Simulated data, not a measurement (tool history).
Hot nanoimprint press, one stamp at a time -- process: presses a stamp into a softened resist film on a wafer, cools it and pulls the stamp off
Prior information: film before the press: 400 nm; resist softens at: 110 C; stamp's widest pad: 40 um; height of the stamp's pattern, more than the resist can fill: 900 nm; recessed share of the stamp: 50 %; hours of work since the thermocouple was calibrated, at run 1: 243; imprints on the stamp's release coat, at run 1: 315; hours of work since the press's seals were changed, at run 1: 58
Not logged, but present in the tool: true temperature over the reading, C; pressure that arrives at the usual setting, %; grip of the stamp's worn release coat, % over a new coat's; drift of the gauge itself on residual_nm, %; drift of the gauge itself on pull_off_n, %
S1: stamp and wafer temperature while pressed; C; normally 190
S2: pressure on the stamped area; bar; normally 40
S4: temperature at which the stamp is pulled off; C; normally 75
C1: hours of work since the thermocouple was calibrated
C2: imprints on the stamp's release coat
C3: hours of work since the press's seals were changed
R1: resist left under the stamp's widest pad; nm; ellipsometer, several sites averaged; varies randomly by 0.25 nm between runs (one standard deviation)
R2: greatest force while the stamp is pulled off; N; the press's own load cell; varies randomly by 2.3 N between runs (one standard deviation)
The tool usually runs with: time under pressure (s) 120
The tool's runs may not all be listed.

run 1 hour=0 | S1=190 S2=40 time_under_pressure_(s)=120 S4=75 | C1=243 C2=315 C3=58 | R1=233.4 R2=147
run 2 hour=63.3 | S1=190 S2=40 time_under_pressure_(s)=120 S4=75 | C1=285 C2=441 C3=100 | R1=232.7 R2=147
-- hour=76.9 plate thermocouple calibrated
-- hour=130.4 stamp cleaned and given a new release coat
run 3 hour=130.4 | S1=190 S2=40 time_under_pressure_(s)=120 S4=75 | C1=31 C2=0 C3=139 | R1=232.8 R2=144
run 4 hour=181.3 | S1=190 S2=40 time_under_pressure_(s)=120 S4=75 | C1=65 C2=101 C3=172 | R1=232.8 R2=150
run 5 hour=257.5 | S1=190 S2=40 time_under_pressure_(s)=101 S4=75 | C1=115 C2=252 C3=223 | R1=245.6 R2=151
run 6 hour=349.7 | S1=190 S2=40 time_under_pressure_(s)=120 S4=75 | C1=176 C2=435 C3=283 | R1=232.7 R2=153
-- hour=419.1 stamp cleaned and given a new release coat
run 7 hour=446.7 | S1=190 S2=40 time_under_pressure_(s)=120 S4=74 | C1=236 C2=54 C3=343 | R1=232.6 R2=154
run 8 hour=499.4 | S1=190 S2=40 time_under_pressure_(s)=120 S4=74 | C1=271 C2=159 C3=378 | R1=232.7 R2=154
-- hour=532.9 plate thermocouple calibrated
run 9 hour=593.8 | S1=190 S2=40 time_under_pressure_(s)=94 S4=75 | C1=40 C2=341 C3=439 | R1=250.7 R2=153
run 10 hour=668.6 | S1=190 S2=40 time_under_pressure_(s)=120 S4=75 | C1=90 C2=489 C3=488 | R1=232.7 R2=147
-- hour=708.9 stamp cleaned and given a new release coat
run 11 hour=723.5 | S1=190 S2=40 time_under_pressure_(s)=120 S4=75 | C1=122 C2=29 C3=520 | R1=232.3 R2=152
-- hour=777.9 press's hydraulic seals changed and the load cell set to zero
run 12 hour=792.3 | S1=190 S2=40 time_under_pressure_(s)=120 S4=75 | C1=162 C2=149 C3=9 | R1=232.4 R2=151
run 13 hour=839.6 | S1=190 S2=40 time_under_pressure_(s)=120 S4=75 | C1=193 C2=244 C3=41 | R1=232.5 R2=154
run 14 hour=906.3 | S1=190 S2=40 time_under_pressure_(s)=120 S4=75 | C1=237 C2=376 C3=85 | R1=232.2 R2=154
-- hour=993 plate thermocouple calibrated
-- hour=1008.4 stamp cleaned and given a new release coat
run 15 hour=1010.9 | S1=190 S2=40 time_under_pressure_(s)=120 S4=75 | C1=8 C2=5 C3=148 | R1=232 R2=151
run 16 hour=1079.1 | S1=190 S2=47.3 time_under_pressure_(s)=120 S4=75 | C1=53 C2=141 C3=193 | R1=217.9 R2=149
run 17 hour=1153.6 | S1=178 S2=26.5 time_under_pressure_(s)=121 S4=75 | C1=102 C2=289 C3=242 | R1=351 R2=150
run 18 hour=1249.1 | S1=201 S2=29.1 time_under_pressure_(s)=141 S4=80 | C1=165 C2=478 C3=305 | R1=164.5 R2=136

What will run 19 give?
-- hour=1297.8 stamp cleaned and given a new release coat
run 19 hour=1320.7 | S1=195 S2=40.3 time_under_pressure_(s)=147 S4=75 | C1=209 C2=46 C3=349 | R1=? R2=?

R1: 177 nm
R2: 153 N
Take away the tool's hidden state, keep the run-to-run variation as it was, and the same run would have given R1 177.8 nm, R2 153 N.

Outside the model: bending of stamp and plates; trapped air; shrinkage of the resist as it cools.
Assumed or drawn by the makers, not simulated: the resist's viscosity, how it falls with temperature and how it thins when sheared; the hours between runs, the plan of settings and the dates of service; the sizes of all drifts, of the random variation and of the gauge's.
